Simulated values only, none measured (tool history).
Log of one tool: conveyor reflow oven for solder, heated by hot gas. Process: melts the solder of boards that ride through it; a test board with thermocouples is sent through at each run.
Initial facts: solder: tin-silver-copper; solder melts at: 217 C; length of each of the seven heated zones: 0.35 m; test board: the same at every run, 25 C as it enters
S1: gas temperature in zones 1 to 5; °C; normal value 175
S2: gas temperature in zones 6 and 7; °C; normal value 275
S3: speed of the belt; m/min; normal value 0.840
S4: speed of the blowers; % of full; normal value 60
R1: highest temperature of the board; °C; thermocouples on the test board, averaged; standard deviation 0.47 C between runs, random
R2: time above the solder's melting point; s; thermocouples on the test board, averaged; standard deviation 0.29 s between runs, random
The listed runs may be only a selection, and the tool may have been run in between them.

run,hour,S1,S2,S3,S4,R1,R2
1,0.0,175,275,0.840,60,246.1,33.3
2,31.1,175,275,0.676,60,254.8,48.0
3,64.2,172,275,0.840,60,246.3,31.9
4,97.3,164,275,0.840,60,243.5,28.8
5,126.7,164,275,0.840,60,243.4,28.6
6,145.2,164,275,0.840,60,244.5,28.5
7,177.6,164,275,0.840,60,242.8,28.0
8,203.2,175,275,0.840,75,251.5,36.8
9,237.7,175,275,0.840,53,242.2,29.8
# hour 258.6: flux residue cleaned out of gas plates and filters
10,273.4,175,282,0.840,53,246.6,32.8
11,294.7,175,282,0.780,53,249.8,37.8
12,313.8,175,275,0.840,60,243.8,31.6
13,339.2,175,275,0.840,60,243.7,31.6
14,370.9,175,267,0.840,60,238.0,27.2
15,396.8,175,275,0.840,60,244.2,31.3
16,420.7,185,275,0.978,77,246.5,30.5
# hour 440.6: flux residue cleaned out of gas plates and filters, once more
17,443.7,171,275,0.978,77,246.7,27.4
18,460.7,189,275,0.734,58,253.6,48.1
19,494.8,175,275,0.862,76,251.3,35.6
20,510.1,175,275,0.862,76,250.4,35.6
21,535.6,175,269,0.860,60,240.2,28.8
22,568.5,169,269,0.860,54,237.1,23.3
23,601.7,171,287,0.747,60,258.9,44.1
24,624.8,185,283,0.955,60,248.2,31.9
25,655.5,185,283,0.955,60,248.1,31.9
26,671.3,170,274,0.955,61,237.8,21.8
27,701.9,183,279,0.918,75,252.6,35.8
28,723.5,175,275,0.934,60,240.2,25.5
29,754.3,175,275,0.759,60,248.7,38.9

Each row is a separate what-if for the run after 29, all from the same tool condition, not one after another. Results?
A,789.3,173,275,0.759,60,?,?
B,789.3,175,273,0.759,60,?,?
C,789.3,175,275,0.759,81,?,?
D,789.3,175,287,0.925,52,?,?
E,789.3,167,268,0.928,60,?,?

run,R1,R2
A,248.2,38.3
B,247.0,38.2
C,254.6,43.2
D,244.4,28.3
E,232.3,17.6
With no hidden state in the tool, these same runs would have given:
run,R1,R2
A,252.9,40.5
B,251.7,40.5
C,259.8,44.8
D,248.8,30.5
E,236.9,21.1
